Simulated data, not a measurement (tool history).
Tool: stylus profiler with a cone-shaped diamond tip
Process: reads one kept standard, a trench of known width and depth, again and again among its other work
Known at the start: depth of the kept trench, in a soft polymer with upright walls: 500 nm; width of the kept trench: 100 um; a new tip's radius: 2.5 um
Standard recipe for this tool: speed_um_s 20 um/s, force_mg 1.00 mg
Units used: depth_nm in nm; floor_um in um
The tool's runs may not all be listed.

run     day  speed_um_s  force_mg  depth_nm  floor_um
  1   0.000          20      1.00    502.94     96.71
  2   0.288          20      1.00    503.16     96.68
  3   0.742          20      1.00    502.90     96.75
  4   1.092          20      1.00    502.91     96.69
  5   1.475          20      1.00    502.96     96.70
  6   1.992          20      1.00    503.02     96.72
  7   2.446          20      1.00    502.90     96.65
  8   2.762          20      1.00    502.94     96.67
  9   3.271          20      1.00    503.02     96.64
 10   3.812          20      1.00    503.04     96.64
      3.879  -- height scale calibrated on a step standard
 11   4.275          20      1.00    503.07     96.61
 12   4.642          20      1.00    503.06     96.61
 13   5.000          20      1.00    503.01     96.57
 14   5.583          43      0.94    502.88     96.37
 15   6.100          43      0.94    502.84     96.32
 16   6.683           8      2.62    505.60     96.64
      6.867  -- height scale calibrated on a step standard, once more
 17   7.158           6      0.82    502.28     96.61
 18   7.721           6      0.82    502.29     96.61
 19   8.229           6      0.82    502.34     96.64
 20   8.854           6      0.82    502.34     96.56
 21   9.338          17      1.89    504.16     96.58
 22   9.712          17      1.89    503.98     96.48
 23  10.283          48      0.48    501.55     96.01
 24  10.796          13      0.42    501.47     96.39
 25  11.300          41      1.30    503.21     96.23
 26  11.662          19      1.30    503.16     96.39

Here are 5 independent what-if runs from the current tool condition. What would each one return?
  A  12.021           8      0.71         ?         ?
  B  12.021           7      0.87         ?         ?
  C  12.021           9      0.40         ?         ?
  D  12.021          20      2.64         ?         ?
  E  12.021          52      0.80         ?         ?

run  depth_nm  floor_um
  A    502.15     96.51
  B    502.46     96.46
  C    501.28     96.42
  D    505.30     96.46
  E    502.28     96.04
The same runs, with their run-to-run variation unchanged, on a tool lacking any hidden condition would have given:
run  depth_nm  floor_um
  A    502.27     96.98
  B    502.58     96.93
  C    501.40     96.88
  D    505.42     96.93
  E    502.40     96.51
